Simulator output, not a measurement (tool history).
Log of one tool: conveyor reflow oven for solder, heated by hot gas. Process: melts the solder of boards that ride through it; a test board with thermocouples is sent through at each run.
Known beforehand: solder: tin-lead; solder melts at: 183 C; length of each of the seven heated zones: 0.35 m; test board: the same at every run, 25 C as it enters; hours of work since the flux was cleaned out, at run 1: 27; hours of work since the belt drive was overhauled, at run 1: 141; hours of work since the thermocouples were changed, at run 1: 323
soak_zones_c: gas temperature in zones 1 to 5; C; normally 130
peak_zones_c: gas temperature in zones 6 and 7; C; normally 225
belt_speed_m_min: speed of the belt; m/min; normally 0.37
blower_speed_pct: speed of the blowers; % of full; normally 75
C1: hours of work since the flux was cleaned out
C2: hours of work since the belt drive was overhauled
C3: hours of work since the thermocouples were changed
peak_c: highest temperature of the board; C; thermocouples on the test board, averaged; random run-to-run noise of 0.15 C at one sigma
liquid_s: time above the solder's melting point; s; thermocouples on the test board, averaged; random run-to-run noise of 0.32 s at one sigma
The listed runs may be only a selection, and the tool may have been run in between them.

run 1 hour=0 | soak_zones_c=130 peak_zones_c=225 belt_speed_m_min=0.37 blower_speed_pct=75 | C1=27 C2=141 C3=323 | peak_c=208.9 liquid_s=70.2
run 2 hour=9.5 | soak_zones_c=134 peak_zones_c=225 belt_speed_m_min=0.37 blower_speed_pct=75 | C1=32 C2=145 C3=328 | peak_c=209.3 liquid_s=72.9
run 3 hour=18.5 | soak_zones_c=134 peak_zones_c=225 belt_speed_m_min=0.37 blower_speed_pct=75 | C1=36 C2=150 C3=332 | peak_c=209.4 liquid_s=73.3
run 4 hour=28.1 | soak_zones_c=134 peak_zones_c=225 belt_speed_m_min=0.37 blower_speed_pct=75 | C1=40 C2=154 C3=337 | peak_c=209.7 liquid_s=72.7
run 5 hour=34 | soak_zones_c=129 peak_zones_c=225 belt_speed_m_min=0.37 blower_speed_pct=75 | C1=43 C2=157 C3=339 | peak_c=208.7 liquid_s=69.6
run 6 hour=40.5 | soak_zones_c=130 peak_zones_c=235 belt_speed_m_min=0.37 blower_speed_pct=75 | C1=46 C2=160 C3=343 | peak_c=216.9 liquid_s=81
run 7 hour=47.9 | soak_zones_c=130 peak_zones_c=235 belt_speed_m_min=0.37 blower_speed_pct=75 | C1=50 C2=164 C3=346 | peak_c=217.2 liquid_s=80.6
run 8 hour=55.3 | soak_zones_c=130 peak_zones_c=225 belt_speed_m_min=0.37 blower_speed_pct=76 | C1=54 C2=168 C3=350 | peak_c=208.8 liquid_s=70.7
run 9 hour=60.3 | soak_zones_c=130 peak_zones_c=225 belt_speed_m_min=0.37 blower_speed_pct=76 | C1=56 C2=170 C3=352 | peak_c=208.9 liquid_s=70.9
run 10 hour=69.8 | soak_zones_c=130 peak_zones_c=225 belt_speed_m_min=0.37 blower_speed_pct=76 | C1=61 C2=174 C3=357 | peak_c=209.1 liquid_s=70
run 11 hour=75.9 | soak_zones_c=139 peak_zones_c=225 belt_speed_m_min=0.37 blower_speed_pct=75 | C1=63 C2=177 C3=360 | peak_c=210.4 liquid_s=77.1
run 12 hour=79.9 | soak_zones_c=130 peak_zones_c=225 belt_speed_m_min=0.37 blower_speed_pct=68 | C1=65 C2=179 C3=361 | peak_c=206.7 liquid_s=65.8
run 13 hour=88.7 | soak_zones_c=130 peak_zones_c=225 belt_speed_m_min=0.37 blower_speed_pct=68 | C1=70 C2=184 C3=366 | peak_c=206.6 liquid_s=65.9
run 14 hour=96.2 | soak_zones_c=131 peak_zones_c=225 belt_speed_m_min=0.37 blower_speed_pct=68 | C1=73 C2=187 C3=369 | peak_c=206.7 liquid_s=66.4
run 15 hour=105.6 | soak_zones_c=130 peak_zones_c=225 belt_speed_m_min=0.37 blower_speed_pct=75 | C1=78 C2=192 C3=374 | peak_c=208.5 liquid_s=69.6
run 16 hour=114.5 | soak_zones_c=130 peak_zones_c=225 belt_speed_m_min=0.323 blower_speed_pct=75 | C1=82 C2=196 C3=378 | peak_c=212.4 liquid_s=87.4
run 17 hour=122.6 | soak_zones_c=142 peak_zones_c=215 belt_speed_m_min=0.37 blower_speed_pct=86 | C1=86 C2=200 C3=382 | peak_c=204.3 liquid_s=71.5
run 18 hour=131.3 | soak_zones_c=142 peak_zones_c=215 belt_speed_m_min=0.37 blower_speed_pct=86 | C1=90 C2=204 C3=386 | peak_c=204.1 liquid_s=70.8
run 19 hour=138.8 | soak_zones_c=123 peak_zones_c=215 belt_speed_m_min=0.37 blower_speed_pct=86 | C1=94 C2=208 C3=390 | peak_c=201 liquid_s=56.2
run 20 hour=146.8 | soak_zones_c=123 peak_zones_c=230 belt_speed_m_min=0.334 blower_speed_pct=59 | C1=98 C2=212 C3=394 | peak_c=209.5 liquid_s=74.5
run 21 hour=153.7 | soak_zones_c=123 peak_zones_c=230 belt_speed_m_min=0.334 blower_speed_pct=59 | C1=101 C2=215 C3=397 | peak_c=209.6 liquid_s=74.5
run 22 hour=162.4 | soak_zones_c=136 peak_zones_c=223 belt_speed_m_min=0.381 blower_speed_pct=54 | C1=105 C2=219 C3=401 | peak_c=200.2 liquid_s=52.4
run 23 hour=166.7 | soak_zones_c=128 peak_zones_c=225 belt_speed_m_min=0.439 blower_speed_pct=84 | C1=107 C2=221 C3=403 | peak_c=204.2 liquid_s=51.1
run 24 hour=175.2 | soak_zones_c=144 peak_zones_c=225 belt_speed_m_min=0.439 blower_speed_pct=55 | C1=111 C2=225 C3=407 | peak_c=198.5 liquid_s=44.9
run 25 hour=179.3 | soak_zones_c=140 peak_zones_c=236 belt_speed_m_min=0.37 blower_speed_pct=72 | C1=113 C2=227 C3=409 | peak_c=218.8 liquid_s=87
run 26 hour=185.9 | soak_zones_c=140 peak_zones_c=236 belt_speed_m_min=0.37 blower_speed_pct=72 | C1=116 C2=230 C3=413 | peak_c=218.8 liquid_s=87.4
run 27 hour=194 | soak_zones_c=140 peak_zones_c=236 belt_speed_m_min=0.37 blower_speed_pct=72 | C1=120 C2=234 C3=416 | peak_c=218.6 liquid_s=87.7
run 28 hour=203.7 | soak_zones_c=137 peak_zones_c=225 belt_speed_m_min=0.39 blower_speed_pct=75 | C1=125 C2=239 C3=421 | peak_c=207.8 liquid_s=67.7
run 29 hour=209.9 | soak_zones_c=120 peak_zones_c=220 belt_speed_m_min=0.384 blower_speed_pct=51 | C1=128 C2=242 C3=424 | peak_c=191.8 liquid_s=26.8
run 30 hour=213.9 | soak_zones_c=120 peak_zones_c=220 belt_speed_m_min=0.384 blower_speed_pct=51 | C1=130 C2=244 C3=426 | peak_c=191.8 liquid_s=26.4
run 31 hour=223.1 | soak_zones_c=127 peak_zones_c=225 belt_speed_m_min=0.38 blower_speed_pct=75 | C1=134 C2=248 C3=430 | peak_c=206.5 liquid_s=63.4

Here are 4 independent what-if runs from the current tool condition. What would each one return?
run A hour=232.5 | soak_zones_c=131 peak_zones_c=225 belt_speed_m_min=0.37 blower_speed_pct=54 | C1=139 C2=253 C3=435 | peak_c=? liquid_s=?
run B hour=232.5 | soak_zones_c=130 peak_zones_c=222 belt_speed_m_min=0.354 blower_speed_pct=63 | C1=139 C2=253 C3=435 | peak_c=? liquid_s=?
run C hour=232.5 | soak_zones_c=119 peak_zones_c=225 belt_speed_m_min=0.38 blower_speed_pct=89 | C1=139 C2=253 C3=435 | peak_c=? liquid_s=?
run D hour=232.5 | soak_zones_c=127 peak_zones_c=214 belt_speed_m_min=0.399 blower_speed_pct=55 | C1=139 C2=253 C3=435 | peak_c=? liquid_s=?

run=A peak_c=201.4 liquid_s=54.6
run=B peak_c=203.5 liquid_s=63.1
run=C peak_c=208.6 liquid_s=64.5
run=D peak_c=189.1 liquid_s=20.4
Take away the tool's hidden state, keep each run's random variation, and the runs would have read:
run=A peak_c=201.3 liquid_s=54.3
run=B peak_c=203.4 liquid_s=63
run=C peak_c=208.8 liquid_s=64.9
run=D peak_c=189.1 liquid_s=20.4
